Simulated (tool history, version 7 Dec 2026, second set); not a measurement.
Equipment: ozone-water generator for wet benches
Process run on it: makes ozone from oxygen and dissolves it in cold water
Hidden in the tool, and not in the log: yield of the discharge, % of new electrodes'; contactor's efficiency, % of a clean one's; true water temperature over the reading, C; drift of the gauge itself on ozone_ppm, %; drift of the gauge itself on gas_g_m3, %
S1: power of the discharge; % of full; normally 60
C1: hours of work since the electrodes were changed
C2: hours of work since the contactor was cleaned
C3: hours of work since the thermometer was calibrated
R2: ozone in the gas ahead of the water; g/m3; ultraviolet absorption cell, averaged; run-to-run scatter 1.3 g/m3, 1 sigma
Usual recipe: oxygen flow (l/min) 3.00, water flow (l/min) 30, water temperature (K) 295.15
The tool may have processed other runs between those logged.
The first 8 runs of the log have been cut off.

{"run": 9, "hour": 217.9, "S1": 60, "oxygen flow (l/min)": 3.0, "water flow (l/min)": 30, "water temperature (K)": 295.15, "C1": 740, "C2": 2894, "C3": 399, "dissolved ozone (ppm)": 11.3, "R2": 235.2}
{"run": 10, "hour": 243.6, "S1": 60, "oxygen flow (l/min)": 3.0, "water flow (l/min)": 30, "water temperature (K)": 295.15, "C1": 760, "C2": 2915, "C3": 419, "dissolved ozone (ppm)": 11.5, "R2": 233.5}
{"hour": 246.6, "done": "water thermometer calibrated"}
{"run": 11, "hour": 260.5, "S1": 60, "oxygen flow (l/min)": 3.0, "water flow (l/min)": 30, "water temperature (K)": 295.15, "C1": 773, "C2": 2928, "C3": 11, "dissolved ozone (ppm)": 11.3, "R2": 236.6}
{"run": 12, "hour": 288.0, "S1": 60, "oxygen flow (l/min)": 3.0, "water flow (l/min)": 30, "water temperature (K)": 295.15, "C1": 795, "C2": 2949, "C3": 33, "dissolved ozone (ppm)": 11.6, "R2": 236.3}
{"run": 13, "hour": 301.6, "S1": 60, "oxygen flow (l/min)": 3.0, "water flow (l/min)": 30, "water temperature (K)": 295.15, "C1": 805, "C2": 2960, "C3": 43, "dissolved ozone (ppm)": 11.3, "R2": 235.9}
{"run": 14, "hour": 324.8, "S1": 60, "oxygen flow (l/min)": 3.0, "water flow (l/min)": 30, "water temperature (K)": 295.15, "C1": 824, "C2": 2978, "C3": 62, "dissolved ozone (ppm)": 11.3, "R2": 235.5}
{"run": 15, "hour": 338.6, "S1": 60, "oxygen flow (l/min)": 3.0, "water flow (l/min)": 30, "water temperature (K)": 295.15, "C1": 835, "C2": 2989, "C3": 72, "dissolved ozone (ppm)": 11.1, "R2": 236.4}
{"run": 16, "hour": 354.8, "S1": 60, "oxygen flow (l/min)": 3.0, "water flow (l/min)": 30, "water temperature (K)": 295.15, "C1": 847, "C2": 3002, "C3": 85, "dissolved ozone (ppm)": 11.3, "R2": 235.1}
{"run": 17, "hour": 372.1, "S1": 60, "oxygen flow (l/min)": 3.0, "water flow (l/min)": 30, "water temperature (K)": 295.15, "C1": 861, "C2": 3016, "C3": 99, "dissolved ozone (ppm)": 11.4, "R2": 234.2}
{"hour": 377.2, "done": "water thermometer calibrated, once more"}
{"run": 18, "hour": 389.0, "S1": 60, "oxygen flow (l/min)": 3.0, "water flow (l/min)": 47, "water temperature (K)": 300.15, "C1": 874, "C2": 3028, "C3": 9, "dissolved ozone (ppm)": 6.4, "R2": 232.3}
{"run": 19, "hour": 417.7, "S1": 60, "oxygen flow (l/min)": 3.28, "water flow (l/min)": 23, "water temperature (K)": 292.15, "C1": 896, "C2": 3051, "C3": 32, "dissolved ozone (ppm)": 15.9, "R2": 222.5}
{"run": 20, "hour": 444.2, "S1": 60, "oxygen flow (l/min)": 3.28, "water flow (l/min)": 23, "water temperature (K)": 292.15, "C1": 917, "C2": 3072, "C3": 53, "dissolved ozone (ppm)": 15.9, "R2": 224.2}
{"run": 21, "hour": 473.4, "S1": 41, "oxygen flow (l/min)": 3.0, "water flow (l/min)": 30, "water temperature (K)": 295.15, "C1": 940, "C2": 3095, "C3": 76, "dissolved ozone (ppm)": 9.0, "R2": 184.0}
{"run": 22, "hour": 505.3, "S1": 41, "oxygen flow (l/min)": 3.0, "water flow (l/min)": 23, "water temperature (K)": 299.15, "C1": 965, "C2": 3120, "C3": 101, "dissolved ozone (ppm)": 11.5, "R2": 181.9}
{"run": 23, "hour": 524.1, "S1": 41, "oxygen flow (l/min)": 3.0, "water flow (l/min)": 23, "water temperature (K)": 299.15, "C1": 980, "C2": 3135, "C3": 116, "dissolved ozone (ppm)": 11.2, "R2": 183.6}
{"run": 24, "hour": 550.9, "S1": 64, "oxygen flow (l/min)": 3.0, "water flow (l/min)": 45, "water temperature (K)": 297.15, "C1": 1001, "C2": 3156, "C3": 137, "dissolved ozone (ppm)": 7.2, "R2": 242.4}
{"run": 25, "hour": 573.4, "S1": 64, "oxygen flow (l/min)": 2.84, "water flow (l/min)": 45, "water temperature (K)": 297.15, "C1": 1019, "C2": 3174, "C3": 155, "dissolved ozone (ppm)": 6.9, "R2": 250.4}
{"run": 26, "hour": 605.0, "S1": 60, "oxygen flow (l/min)": 2.44, "water flow (l/min)": 30, "water temperature (K)": 288.15, "C1": 1044, "C2": 3199, "C3": 179, "dissolved ozone (ppm)": 11.3, "R2": 260.9}
{"run": 27, "hour": 619.8, "S1": 56, "oxygen flow (l/min)": 1.52, "water flow (l/min)": 30, "water temperature (K)": 295.15, "C1": 1056, "C2": 3210, "C3": 191, "dissolved ozone (ppm)": 9.2, "R2": 328.9}
{"run": 28, "hour": 643.9, "S1": 66, "oxygen flow (l/min)": 1.52, "water flow (l/min)": 22, "water temperature (K)": 290.15, "C1": 1075, "C2": 3229, "C3": 210, "dissolved ozone (ppm)": 15.2, "R2": 362.0}
{"run": 29, "hour": 666.4, "S1": 50, "oxygen flow (l/min)": 1.52, "water flow (l/min)": 28, "water temperature (K)": 290.15, "C1": 1092, "C2": 3247, "C3": 228, "dissolved ozone (ppm)": 9.4, "R2": 304.9}
{"run": 30, "hour": 692.2, "S1": 94, "oxygen flow (l/min)": 4.83, "water flow (l/min)": 46, "water temperature (K)": 290.15, "C1": 1113, "C2": 3267, "C3": 248, "dissolved ozone (ppm)": 10.3, "R2": 233.6}
{"run": 31, "hour": 715.5, "S1": 54, "oxygen flow (l/min)": 3.0, "water flow (l/min)": 40, "water temperature (K)": 295.15, "C1": 1131, "C2": 3286, "C3": 267, "dissolved ozone (ppm)": 7.5, "R2": 216.9}
{"run": 32, "hour": 733.3, "S1": 79, "oxygen flow (l/min)": 3.0, "water flow (l/min)": 27, "water temperature (K)": 295.15, "C1": 1145, "C2": 3300, "C3": 281, "dissolved ozone (ppm)": 15.0, "R2": 277.0}
{"run": 33, "hour": 757.5, "S1": 79, "oxygen flow (l/min)": 3.0, "water flow (l/min)": 27, "water temperature (K)": 295.15, "C1": 1164, "C2": 3319, "C3": 300, "dissolved ozone (ppm)": 14.8, "R2": 276.1}

Branching from run 33: 3 alternative next runs. What would each branch give?
{"hour": 773.1, "done": "contactor cleaned"}
{"run": "A", "hour": 776.3, "S1": 60, "oxygen flow (l/min)": 1.95, "water flow (l/min)": 21, "water temperature (K)": 291.15, "C1": 1176, "C2": 3, "C3": 311, "dissolved ozone (ppm)": "?", "R2": "?"}
{"hour": 773.1, "done": "contactor cleaned"}
{"run": "B", "hour": 776.3, "S1": 55, "oxygen flow (l/min)": 1.76, "water flow (l/min)": 33, "water temperature (K)": 295.15, "C1": 1176, "C2": 3, "C3": 311, "dissolved ozone (ppm)": "?", "R2": "?"}
{"hour": 773.1, "done": "contactor cleaned"}
{"run": "C", "hour": 776.3, "S1": 60, "oxygen flow (l/min)": 2.63, "water flow (l/min)": 24, "water temperature (K)": 295.15, "C1": 1176, "C2": 3, "C3": 311, "dissolved ozone (ppm)": "?", "R2": "?"}

run=A dissolved_ozone_(ppm)=16.5 R2=294.6
run=B dissolved_ozone_(ppm)=8.8 R2=297.5
run=C dissolved_ozone_(ppm)=14.9 R2=252.0
With no hidden state in the tool, these same runs would have given:
run=A dissolved_ozone_(ppm)=17.3 R2=307.3
run=B dissolved_ozone_(ppm)=9.2 R2=309.6
run=C dissolved_ozone_(ppm)=15.5 R2=262.8
